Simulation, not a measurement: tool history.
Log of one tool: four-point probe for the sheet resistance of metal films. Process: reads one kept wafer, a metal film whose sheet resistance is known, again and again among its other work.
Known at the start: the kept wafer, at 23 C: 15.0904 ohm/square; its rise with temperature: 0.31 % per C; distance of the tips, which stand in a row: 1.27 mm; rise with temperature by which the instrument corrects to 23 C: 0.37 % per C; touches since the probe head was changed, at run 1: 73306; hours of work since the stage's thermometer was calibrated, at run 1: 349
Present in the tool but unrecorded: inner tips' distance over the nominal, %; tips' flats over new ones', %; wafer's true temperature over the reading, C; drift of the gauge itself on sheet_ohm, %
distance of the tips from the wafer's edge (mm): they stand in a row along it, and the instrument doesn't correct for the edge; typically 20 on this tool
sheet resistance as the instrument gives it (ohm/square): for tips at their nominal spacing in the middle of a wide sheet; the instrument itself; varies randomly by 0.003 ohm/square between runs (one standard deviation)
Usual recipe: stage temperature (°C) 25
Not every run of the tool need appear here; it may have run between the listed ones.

run,hour,stage temperature (°C),distance of the tips from the wafer's edge (mm),touches since the probe head was changed,hours of work since the stage's thermometer was calibrated,sheet resistance as the instrument gives it (ohm/square)
1,0.0,25,20,73306,349,15.084493
2,7.1,25,20,73633,353,15.080069
3,20.7,25,20,74257,361,15.083001
4,34.7,25,20,74903,369,15.077050
5,43.6,25,3,75309,374,16.357039
6,52.8,25,20,75732,379,15.080272
7,60.6,25,20,76091,384,15.078482
8,68.4,25,20,76453,388,15.080219
9,80.4,25,52,77003,395,15.048070
10,91.4,25,5,77510,402,15.551175
11,103.7,22,20,78072,409,15.104165
12,118.5,22,20,78756,417,15.102381
13,132.3,29,20,79389,425,15.034318
14,146.2,23,20,80027,433,15.092823
15,160.6,23,20,80691,442,15.091840
16,168.3,23,20,81043,446,15.091802
17,175.4,25,20,81372,450,15.076969
18,185.5,25,20,81837,456,15.067008
19,192.8,29,6,82172,460,15.358822
20,199.5,22,53,82478,464,15.068207
21,206.0,33,57,82780,468,14.963188
22,216.2,34,7,83249,474,15.214146
# hour 226.3: new probe head fitted
23,228.4,33,9,98,480,15.208335

For run 24, what comes out?
24,238.3,18,15,553,486,?

sheet resistance as the instrument gives it (ohm/square): 15.240602
Take away the tool's hidden state, keep the run-to-run variation as it was, and the same run would have given sheet resistance as the instrument gives it (ohm/square) 15.194209.
